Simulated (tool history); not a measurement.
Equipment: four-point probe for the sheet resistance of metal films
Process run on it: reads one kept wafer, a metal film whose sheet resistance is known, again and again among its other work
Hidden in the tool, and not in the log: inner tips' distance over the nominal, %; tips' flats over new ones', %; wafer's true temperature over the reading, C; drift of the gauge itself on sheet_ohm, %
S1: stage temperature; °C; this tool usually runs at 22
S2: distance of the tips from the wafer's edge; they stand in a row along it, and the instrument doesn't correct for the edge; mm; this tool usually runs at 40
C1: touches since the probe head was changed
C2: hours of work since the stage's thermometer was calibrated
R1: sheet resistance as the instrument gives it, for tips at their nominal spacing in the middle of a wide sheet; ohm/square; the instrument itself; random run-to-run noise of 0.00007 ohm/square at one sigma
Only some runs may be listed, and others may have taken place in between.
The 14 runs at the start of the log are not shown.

run,hour,S1,S2,C1,C2,R1
# hour 1360: stage's thermometer calibrated, once more
15,1366,22,40,83662,4,0.35536
16,1426.1,22,40,84409,40,0.355273
17,1560.9,22,40,86083,121,0.355376
18,1691.8,22,6,87709,200,0.35684
19,1824.3,30,21,89355,280,0.35729
20,1919.5,30,17,90538,337,0.357459
21,1995.9,18,14,91487,384,0.354888
22,2053.1,26,5,92198,418,0.358539
23,2181.4,26,5,93792,495,0.358475
24,2244.9,26,5,94580,534,0.358422
25,2337.8,21,16,95734,590,0.355738
26,2465.1,23,5,97316,667,0.357959
27,2588.6,22,12,98850,741,0.356172
28,2689.2,26,3,100100,802,0.362071
29,2768,26,3,101079,849,0.362185
30,2838.4,26,3,101954,892,0.362189
31,2945.5,34,12,103284,956,0.358906
32,3036.8,28,9,104418,1011,0.358116
33,3140.5,21,16,105706,1074,0.356122

Here are 3 independent what-if runs from the current tool condition. What would each one return?
A,3277.9,27,6,107413,1157,?
B,3277.9,22,10,107413,1157,?
C,3277.9,18,18,107413,1157,?

run,R1
A,0.358734
B,0.356774
C,0.355617
Had the tool no hidden state, the same runs would have come out as:
run,R1
A,0.354854
B,0.352905
C,0.351753
